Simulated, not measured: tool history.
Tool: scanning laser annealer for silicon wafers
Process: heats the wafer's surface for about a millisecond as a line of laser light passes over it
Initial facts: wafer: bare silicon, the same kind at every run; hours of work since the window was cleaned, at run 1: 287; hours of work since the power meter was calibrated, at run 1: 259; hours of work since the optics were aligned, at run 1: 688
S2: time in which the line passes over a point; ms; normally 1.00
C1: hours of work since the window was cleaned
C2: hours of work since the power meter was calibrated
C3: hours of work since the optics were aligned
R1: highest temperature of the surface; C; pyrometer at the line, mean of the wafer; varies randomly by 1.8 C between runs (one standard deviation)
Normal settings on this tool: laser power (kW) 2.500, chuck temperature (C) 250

Run 1, hour 0.0: usual settings; C1 287; C2 259; C3 688. Result: R1 1007 C.
Run 2, hour 14.0: usual settings; C1 292; C2 265; C3 693. Result: R1 1007 C.
Run 3, hour 22.7: usual settings; C1 296; C2 269; C3 697. Result: R1 1005 C.
Run 4, hour 33.2: usual settings but S2 1.08 ms; C1 300; C2 273; C3 701. Result: R1 1040 C.
Run 5, hour 44.3: usual settings but S2 1.08 ms; C1 305; C2 277; C3 705. Result: R1 1037 C.
Run 6, hour 55.8: usual settings but S2 1.08 ms; C1 309; C2 282; C3 710. Result: R1 1038 C.
Run 7, hour 66.4: usual settings but S2 1.08 ms; C1 313; C2 286; C3 714. Result: R1 1038 C.
Run 8, hour 81.3: usual settings but chuck temperature (C) 230; C1 319; C2 292; C3 720. Result: R1 983 C.
Run 9, hour 97.6: usual settings but chuck temperature (C) 230; C1 326; C2 299; C3 727. Result: R1 983 C.
Run 10, hour 109.8: usual settings but laser power (kW) 2.220, chuck temperature (C) 230; C1 331; C2 304; C3 732. Result: R1 886 C.
Run 11, hour 122.0: usual settings but laser power (kW) 2.220, chuck temperature (C) 230; C1 336; C2 308; C3 737. Result: R1 885 C.
Run 12, hour 129.4: usual settings but laser power (kW) 2.220, chuck temperature (C) 230; C1 339; C2 311; C3 740. Result: R1 889 C.
Run 13, hour 138.8: usual settings; C1 342; C2 315; C3 743. Result: R1 1005 C.
Run 14, hour 146.3: usual settings; C1 346; C2 318; C3 746. Result: R1 1005 C.
Run 15, hour 161.2: usual settings; C1 351; C2 324; C3 752. Result: R1 1001 C.
Run 16, hour 169.2: usual settings but laser power (kW) 2.668; C1 355; C2 327; C3 756. Result: R1 1061 C.
Run 17, hour 177.5: usual settings but laser power (kW) 2.668; C1 358; C2 331; C3 759. Result: R1 1062 C.
Run 18, hour 193.9: usual settings but chuck temperature (C) 233; C1 365; C2 337; C3 766. Result: R1 986 C.
Run 19, hour 207.7: usual settings but laser power (kW) 2.239; C1 370; C2 343; C3 771. Result: R1 913 C.
Run 20, hour 221.7: usual settings but S2 1.23 ms; C1 376; C2 348; C3 777. Result: R1 1093 C.
Run 21, hour 236.5: usual settings; C1 382; C2 354; C3 783. Result: R1 1003 C.
Run 22, hour 251.1: usual settings but laser power (kW) 2.296, S2 1.01 ms, chuck temperature (C) 249; C1 388; C2 360; C3 789. Result: R1 934 C.
Run 23, hour 261.7: usual settings but laser power (kW) 2.496, S2 1.05 ms, chuck temperature (C) 227; C1 392; C2 365; C3 793. Result: R1 996 C.
Run 24, hour 272.0: usual settings but laser power (kW) 2.451, chuck temperature (C) 215; C1 396; C2 369; C3 797. Result: R1 949 C.
Run 25, hour 289.0: usual settings but laser power (kW) 2.451, chuck temperature (C) 215; C1 403; C2 375; C3 804. Result: R1 950 C.
Run 26, hour 302.5: usual settings but laser power (kW) 2.193, S2 0.80 ms, chuck temperature (C) 261; C1 408; C2 381; C3 809. Result: R1 837 C.
Run 27, hour 317.8: usual settings but laser power (kW) 2.193, S2 0.83 ms, chuck temperature (C) 261; C1 414; C2 387; C3 815. Result: R1 843 C.
Run 28, hour 330.7: usual settings but laser power (kW) 2.193, S2 0.83 ms, chuck temperature (C) 261; C1 420; C2 392; C3 820. Result: R1 845 C.
Run 29, hour 340.1: usual settings but laser power (kW) 2.368, S2 1.05 ms, chuck temperature (C) 238; C1 423; C2 396; C3 824. Result: R1 958 C.
Run 30, hour 349.9: usual settings but laser power (kW) 2.642, S2 1.05 ms, chuck temperature (C) 238; C1 427; C2 400; C3 828. Result: R1 1059 C.
Run 31, hour 364.5: usual settings but laser power (kW) 2.632, S2 1.21 ms, chuck temperature (C) 222; C1 433; C2 406; C3 834. Result: R1 1105 C.
Run 32, hour 379.2: usual settings but laser power (kW) 2.615, S2 0.75 ms, chuck temperature (C) 255; C1 439; C2 412; C3 840. Result: R1 932 C.
Run 33, hour 393.1: usual settings but laser power (kW) 2.615, S2 0.75 ms, chuck temperature (C) 255; C1 445; C2 417; C3 846. Result: R1 929 C.
Run 34, hour 405.1: usual settings but laser power (kW) 2.615, S2 0.75 ms, chuck temperature (C) 255; C1 449; C2 422; C3 850. Result: R1 929 C.
Run 35, hour 413.7: usual settings but laser power (kW) 2.179, S2 0.75 ms, chuck temperature (C) 289; C1 453; C2 426; C3 854. Result: R1 838 C.
Run 36, hour 423.7: usual settings but S2 0.86 ms, chuck temperature (C) 230; C1 457; C2 430; C3 858. Result: R1 920 C.
Run 37, hour 439.0: usual settings but S2 0.86 ms, chuck temperature (C) 230; C1 463; C2 436; C3 864. Result: R1 917 C.
Run 38, hour 449.4: usual settings but S2 0.86 ms, chuck temperature (C) 230; C1 467; C2 440; C3 868. Result: R1 919 C.
Run 39, hour 456.7: usual settings but laser power (kW) 2.210, chuck temperature (C) 227; C1 470; C2 443; C3 871. Result: R1 878 C.
Run 40, hour 464.1: usual settings but laser power (kW) 2.387, S2 0.95 ms, chuck temperature (C) 278; C1 473; C2 446; C3 874. Result: R1 966 C.
Run 41, hour 474.9: usual settings but laser power (kW) 2.686, S2 0.72 ms, chuck temperature (C) 249; C1 477; C2 450; C3 878. Result: R1 929 C.

Alternative continuations, all from the tool just after run 41; predict every row:
Run A, hour 487.9: usual settings but laser power (kW) 2.534, S2 0.73 ms, chuck temperature (C) 249; C1 483; C2 455; C3 884. Result: R1 ?.
Run B, hour 487.9: usual settings but laser power (kW) 2.296, S2 0.77 ms, chuck temperature (C) 249; C1 483; C2 455; C3 884. Result: R1 ?.
Run C, hour 487.9: usual settings but laser power (kW) 2.649, S2 1.07 ms; C1 483; C2 455; C3 884. Result: R1 ?.

run    R1
  A   888
  B   838
  C  1078
Stripped of hidden state, with their random variation kept, the same runs would have yielded:
run    R1
  A   915
  B   863
  C  1112
